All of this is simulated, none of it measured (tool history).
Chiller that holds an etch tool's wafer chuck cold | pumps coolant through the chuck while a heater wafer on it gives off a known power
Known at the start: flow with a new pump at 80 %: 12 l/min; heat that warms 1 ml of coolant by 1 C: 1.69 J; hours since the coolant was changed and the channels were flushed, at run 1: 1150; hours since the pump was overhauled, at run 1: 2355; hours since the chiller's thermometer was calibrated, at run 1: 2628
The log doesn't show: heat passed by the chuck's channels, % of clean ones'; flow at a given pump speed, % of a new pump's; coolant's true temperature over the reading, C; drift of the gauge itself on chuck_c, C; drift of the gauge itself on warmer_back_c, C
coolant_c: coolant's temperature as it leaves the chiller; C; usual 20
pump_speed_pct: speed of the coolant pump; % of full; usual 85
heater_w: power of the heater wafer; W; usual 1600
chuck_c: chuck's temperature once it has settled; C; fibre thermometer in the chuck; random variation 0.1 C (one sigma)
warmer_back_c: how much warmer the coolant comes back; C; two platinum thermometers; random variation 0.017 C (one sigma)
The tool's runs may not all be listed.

run,hour,coolant_c,pump_speed_pct,heater_w,hours since the coolant was changed and the channels were flushed,hours since the pump was overhauled,hours since the chiller's thermometer was calibrated,chuck_c,warmer_back_c
1,0.0,20,85,1600,1150,2355,2628,37.0,4.55
2,34.4,20,85,1600,1185,2390,2663,37.1,4.56
3,60.2,20,85,1600,1210,2415,2689,37.1,4.58
4,77.9,20,85,1600,1228,2433,2706,37.0,4.54
5,93.1,20,85,1600,1243,2448,2722,37.1,4.55
6,119.3,20,85,1600,1270,2474,2748,36.8,4.59
7,145.0,20,85,1600,1295,2500,2773,36.9,4.57
8,161.1,20,63,1600,1311,2516,2789,41.8,6.19
9,182.5,20,85,2366,1333,2538,2811,44.9,6.78
10,205.0,20,85,2366,1355,2560,2833,45.1,6.73
11,233.6,20,85,2366,1384,2589,2862,45.0,6.78
12,252.5,20,85,2366,1403,2608,2881,45.1,6.76
13,280.0,20,85,2366,1430,2635,2908,45.1,6.74
14,314.4,20,85,1600,1465,2670,2943,37.1,4.59
# hour 318.2: chiller's thermometer calibrated
15,346.4,20,85,1600,1496,2701,28,37.2,4.56
16,371.5,20,85,2179,1521,2726,53,43.2,6.23
17,393.2,15,77,2071,1542,2747,75,39.1,6.54
18,413.4,15,63,2071,1563,2768,95,43.5,8.02
19,442.0,18,90,2232,1591,2796,124,40.8,6.02
# hour 449.7: chiller's thermometer calibrated, once more
20,464.9,20,85,974,1613,2818,15,30.4,2.78
21,487.2,20,85,974,1635,2840,38,30.3,2.78
22,520.8,26,85,1151,1669,2874,71,38.2,3.32
23,540.8,26,85,1151,1689,2894,91,38.1,3.29
24,571.2,19,65,920,1719,2924,122,31.3,3.43
25,599.4,10,85,2392,1748,2953,150,35.1,6.86
26,622.3,11,92,1189,1771,2976,173,22.8,3.16
27,645.8,18,92,1507,1794,2999,196,32.9,4.01
28,663.6,25,69,843,1812,3017,214,35.7,2.98
29,680.2,15,73,1117,1828,3033,231,28.5,3.75
30,709.4,18,85,1600,1858,3063,260,34.9,4.58
31,734.2,18,85,1600,1882,3087,285,35.1,4.59
32,755.9,20,61,1722,1904,3109,306,44.2,6.95

Forecast each of these 3 alternatives for the next run:
A,787.5,17,74,1600,1936,3141,338,?,?
B,787.5,22,61,2377,1936,3141,338,?,?
C,787.5,11,61,1722,1936,3141,338,?,?

run,chuck_c,warmer_back_c
A,36.2,5.27
B,55.5,9.55
C,35.3,6.95
Without the tool's hidden state the same runs would have given:
run,chuck_c,warmer_back_c
A,35.0,5.10
B,53.5,9.24
C,33.8,6.72

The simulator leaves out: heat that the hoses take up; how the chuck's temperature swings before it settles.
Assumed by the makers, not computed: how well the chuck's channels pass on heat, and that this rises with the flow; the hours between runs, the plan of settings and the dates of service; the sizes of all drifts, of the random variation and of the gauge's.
